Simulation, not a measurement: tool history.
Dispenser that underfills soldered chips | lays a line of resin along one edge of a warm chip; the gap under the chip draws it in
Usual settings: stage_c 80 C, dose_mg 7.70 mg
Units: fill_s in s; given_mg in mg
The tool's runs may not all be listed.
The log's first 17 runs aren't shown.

run     day  stage_c  dose_mg  fill_s  given_mg
      4.921  -- new syringe of resin
 18   5.012       80     7.70    61.4      7.52
 19   5.492       80     7.70    94.5      7.53
      5.692  -- new syringe of resin
 20   5.996       93     6.72    48.9      6.54
 21   6.267       93     6.72    60.4      6.54
      6.462  -- new syringe of resin
 22   6.588       93     6.72    41.6      6.52
 23   6.808       93     6.72    50.6      6.52
 24   7.192       80     6.90   114.0      6.66
      7.242  -- new syringe of resin
 25   7.600       80     6.90    82.5      6.69
 26   7.929       78     6.76   119.5      6.49
      8.000  -- dispensing valve cleaned and set on the balance
      8.054  -- new syringe of resin
 27   8.300       78     6.76    82.4      6.74
 28   8.671       78     6.76   112.4      6.79
      8.833  -- new syringe of resin
 29   9.062       84     8.91    59.3      8.83
 30   9.342       79     7.00    94.1      6.91
      9.596  -- new syringe of resin
 31   9.675       79     7.00    65.2      6.93
 32   9.946       84     9.37    63.8      9.29
 33  10.150       81     9.46    86.8      9.27
     10.358  -- new syringe of resin
 34  10.467       81     9.46    59.0      9.30
 35  10.879       81     9.46    84.7      9.30
     11.146  -- new syringe of resin
 36  11.304       84     8.10    55.9      7.87
 37  11.525       84     8.10    67.7      7.89

Forecast each of these 3 alternatives for the next run:
     11.917  -- new syringe of resin
  A  12.017       76     7.24       ?         ?
     11.917  -- new syringe of resin
  B  12.017       76     7.70       ?         ?
     11.917  -- new syringe of resin
  C  12.017       67     7.28       ?         ?

run  fill_s  given_mg
  A    74.4      7.05
  B    74.9      7.50
  C   107.0      7.10
Without the tool's hidden state the same runs would have given:
run  fill_s  given_mg
  A    71.2      7.24
  B    71.9      7.70
  C   102.9      7.29

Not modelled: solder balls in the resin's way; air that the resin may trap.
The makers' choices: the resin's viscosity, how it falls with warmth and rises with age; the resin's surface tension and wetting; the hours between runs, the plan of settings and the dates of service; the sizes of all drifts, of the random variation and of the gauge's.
